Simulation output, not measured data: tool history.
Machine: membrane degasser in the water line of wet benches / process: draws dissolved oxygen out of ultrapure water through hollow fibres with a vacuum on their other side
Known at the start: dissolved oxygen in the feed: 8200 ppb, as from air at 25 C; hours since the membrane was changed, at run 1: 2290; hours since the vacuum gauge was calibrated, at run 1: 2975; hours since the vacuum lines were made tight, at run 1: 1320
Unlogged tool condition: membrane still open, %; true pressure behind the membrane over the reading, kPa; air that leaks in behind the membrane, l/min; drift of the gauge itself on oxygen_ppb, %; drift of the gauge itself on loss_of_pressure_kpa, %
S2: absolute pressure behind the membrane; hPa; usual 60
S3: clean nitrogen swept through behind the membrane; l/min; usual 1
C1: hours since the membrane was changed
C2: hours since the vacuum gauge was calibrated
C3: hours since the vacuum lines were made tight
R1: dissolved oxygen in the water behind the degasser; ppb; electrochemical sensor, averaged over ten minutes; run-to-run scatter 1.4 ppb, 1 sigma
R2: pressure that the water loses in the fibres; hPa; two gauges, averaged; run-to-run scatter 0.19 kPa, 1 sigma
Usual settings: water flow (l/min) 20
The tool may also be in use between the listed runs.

Run 1, hour 0: usual settings; C1 2290; C2 2975; C3 1320. Result: R1 137 ppb, R2 374.3 hPa.
Run 2, hour 137.3: usual settings; C1 2428; C2 3112; C3 1457. Result: R1 137.2 ppb, R2 373.6 hPa.
Run 3, hour 300.2: usual settings; C1 2591; C2 3275; C3 1620. Result: R1 138.1 ppb, R2 373.6 hPa.
Run 4, hour 475.4: usual settings; C1 2766; C2 3450; C3 1795. Result: R1 136.3 ppb, R2 376.5 hPa.
Run 5, hour 594.9: usual settings; C1 2885; C2 3570; C3 1914. Result: R1 135.6 ppb, R2 376.3 hPa.
Run 6, hour 742.9: usual settings but S2 101.8 hPa; C1 3033; C2 3718; C3 2062. Result: R1 315.1 ppb, R2 375 hPa.
Run 7, hour 840.1: usual settings but S2 101.8 hPa, S3 1.46 l/min; C1 3130; C2 3815; C3 2160. Result: R1 228.1 ppb, R2 372.7 hPa.
Run 8, hour 943.4: usual settings but S2 101.8 hPa, S3 0.58 l/min; C1 3234; C2 3918; C3 2263. Result: R1 486.3 ppb, R2 375.7 hPa.
Run 9, hour 1097.5: usual settings but S2 101.8 hPa, S3 0.58 l/min; C1 3388; C2 4072; C3 2417. Result: R1 487 ppb, R2 374.6 hPa.
Run 10, hour 1227.6: usual settings but S2 101.8 hPa, S3 0.58 l/min; C1 3518; C2 4202; C3 2547. Result: R1 488.1 ppb, R2 370.7 hPa.
Run 11, hour 1447.8: usual settings but S3 0.44 l/min; C1 3738; C2 4423; C3 2767. Result: R1 255.6 ppb, R2 373.5 hPa.
Run 12, hour 1627.9: usual settings; C1 3918; C2 4603; C3 2947. Result: R1 137.4 ppb, R2 375.2 hPa.
Run 13, hour 1819.7: usual settings; C1 4110; C2 4795; C3 3139. Result: R1 134.5 ppb, R2 374.5 hPa.
Run 14, hour 1982.1: usual settings but S2 56.8 hPa; C1 4272; C2 4957; C3 3302. Result: R1 122.3 ppb, R2 372.8 hPa.
Run 15, hour 2176.7: usual settings but water flow (l/min) 29, S2 117.3 hPa, S3 0.79 l/min; C1 4467; C2 5152; C3 3496. Result: R1 632.5 ppb, R2 544.2 hPa.
Run 16, hour 2311: usual settings but water flow (l/min) 29, S2 117.3 hPa, S3 0.79 l/min; C1 4601; C2 5286; C3 3631. Result: R1 631.6 ppb, R2 541 hPa.
Run 17, hour 2438.1: usual settings but water flow (l/min) 14, S2 77.2 hPa, S3 2.04 l/min; C1 4728; C2 5413; C3 3758. Result: R1 78.3 ppb, R2 256.7 hPa.
Run 18, hour 2591.1: usual settings but S2 45.9 hPa, S3 1.07 l/min; C1 4881; C2 5566; C3 3911. Result: R1 71 ppb, R2 370.9 hPa.
Run 19, hour 2683.6: usual settings but water flow (l/min) 22; C1 4974; C2 5658; C3 4003. Result: R1 154 ppb, R2 408 hPa.
Run 20, hour 2887.1: usual settings but water flow (l/min) 16, S2 37.3 hPa, S3 0.63 l/min; C1 5177; C2 5862; C3 4207. Result: R1 36.3 ppb, R2 296.5 hPa.
Run 21, hour 3013.9: usual settings but water flow (l/min) 15, S2 48.4 hPa, S3 0.41 l/min; C1 5304; C2 5989; C3 4333. Result: R1 127.1 ppb, R2 277.4 hPa.
Run 22, hour 3122.3: usual settings but water flow (l/min) 14, S2 104.3 hPa, S3 0.46 l/min; C1 5413; C2 6097; C3 4442. Result: R1 456.8 ppb, R2 260.5 hPa.
Run 23, hour 3226.5: usual settings but water flow (l/min) 14, S2 36.7 hPa, S3 1.74 l/min; C1 5517; C2 6201; C3 4546. Result: R1 14.1 ppb, R2 260.8 hPa.
Run 24, hour 3429.8: usual settings but water flow (l/min) 14, S2 36.7 hPa, S3 1.74 l/min; C1 5720; C2 6405; C3 4749. Result: R1 13.9 ppb, R2 260.4 hPa.

Measured less the same run without the tool's hidden state. The same run-to-run variation is in both; the gauge's scatter may not be:
run    R2
  1  +0.1
  2  -0.2
  3  -0.4
  4  -0.7
  5  -0.9
  6  -1.1
  7  -1.3
  8  -1.5
  9  -1.7
 10  -1.9
 11  -2.3
 12  -2.6
 13  -2.9
 14  -3.2
 15  -5.1
 16  -5.5
 17  -2.8
 18  -4.2
 19  -4.8
 20  -3.8
 21  -3.7
 22  -3.6
 23  -3.7
 24    -4
R1: within 0.4 ppb of the measured result in every run.

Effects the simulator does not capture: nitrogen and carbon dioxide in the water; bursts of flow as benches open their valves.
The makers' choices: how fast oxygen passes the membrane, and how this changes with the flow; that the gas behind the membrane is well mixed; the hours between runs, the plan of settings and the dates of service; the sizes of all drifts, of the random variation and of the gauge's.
